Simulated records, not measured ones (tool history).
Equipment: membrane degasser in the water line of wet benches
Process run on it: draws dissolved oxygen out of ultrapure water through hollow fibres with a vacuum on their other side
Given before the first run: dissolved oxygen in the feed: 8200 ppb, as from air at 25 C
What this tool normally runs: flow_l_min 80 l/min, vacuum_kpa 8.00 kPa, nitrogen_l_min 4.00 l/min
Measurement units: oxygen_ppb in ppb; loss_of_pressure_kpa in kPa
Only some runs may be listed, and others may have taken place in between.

run    hour  flow_l_min  vacuum_kpa  nitrogen_l_min  oxygen_ppb  loss_of_pressure_kpa
  1     0.0          80        8.00            4.00       469.1                 28.28
  2   147.3          80        8.00            4.00       465.6                 27.98
  3   263.3          80        8.00            4.00       469.9                 27.96
  4   396.3          80        7.62            4.00       451.0                 28.29
  5   467.0          80        7.62            4.00       446.8                 28.22
  6   614.6          80        7.62            4.00       459.8                 28.25
  7   745.3          80        8.00            4.00       469.0                 28.36
  8   872.5          80        8.00            4.00       474.2                 28.23
  9  1027.5          80        8.00            4.00       477.1                 28.36
 10  1145.9         115        8.00            4.00       945.1                 40.72
     1215.8  -- vacuum gauge calibrated
 11  1231.4          80       11.72            4.00       619.0                 28.37
 12  1368.7          80       11.72            4.00       623.1                 28.44
 13  1500.5          80       11.72            4.00       615.0                 28.51
 14  1607.9          80        8.00            2.82       538.6                 28.59
 15  1717.4          80        8.00            9.82       364.1                 28.49
 16  1843.2          80        8.00            9.82       364.3                 28.38
 17  1978.9          80        8.00            2.48       567.2                 28.62
 18  2070.6          80       19.69            4.00       928.9                 28.60
 19  2160.5          70       18.69            4.00       749.6                 24.82
 20  2260.2          54        5.25            5.08       120.7                 19.22
 21  2422.7          54        9.18            4.21       245.5                 19.28
 22  2581.9          80        8.00            3.90       490.9                 28.75
     2681.2  -- seals of the vacuum lines changed
 23  2721.0          80        8.00            3.90       485.1                 28.88
 24  2845.9         119        8.00            5.85       938.7                 42.67
 25  2947.1         119        8.00            5.85       968.5                 42.57
 26  3058.7          99        8.00            4.00       733.0                 35.15
 27  3198.2          99        8.00            4.00       726.9                 35.72
 28  3335.7          80        5.65            3.24       406.9                 28.65
 29  3470.0          80        5.65            3.24       418.4                 28.76
 30  3564.5          80        9.00           10.11       394.5                 28.68
 31  3678.9          58       16.02            6.54       355.8                 20.82
 32  3788.2          54        8.57            3.79       247.9                 19.35
 33  3883.6          54        8.57            3.79       249.3                 19.54

Per-run results on a tool with no hidden state, each run keeping its own random variation:
Hidden state present: membrane still open, %; true pressure behind the membrane over the reading, kPa; air that leaks in behind the membrane, l/min; drift of the gauge itself on oxygen_ppb, %; drift of the gauge itself on loss_of_pressure_kpa, %.
run  oxygen_ppb  loss_of_pressure_kpa
  1       458.0                 28.06
  2       453.7                 27.74
  3       457.1                 27.70
  4       437.5                 28.00
  5       432.9                 27.92
  6       444.5                 27.92
  7       453.0                 28.00
  8       457.1                 27.85
  9       458.9                 27.95
 10       914.3                 40.11
 11       604.0                 27.92
 12       607.2                 27.97
 13       598.4                 28.01
 14       521.5                 28.07
 15       346.1                 27.96
 16       345.4                 27.81
 17       547.5                 28.04
 18       907.9                 28.00
 19       732.1                 24.28
 20       112.3                 18.78
 21       235.7                 18.83
 22       466.1                 28.04
 23       460.4                 28.14
 24       891.5                 41.55
 25       918.7                 41.41
 26       693.8                 34.16
 27       686.8                 34.69
 28       377.2                 27.80
 29       386.9                 27.88
 30       364.2                 27.78
 31       341.7                 20.15
 32       235.1                 18.72
 33       236.2                 18.90
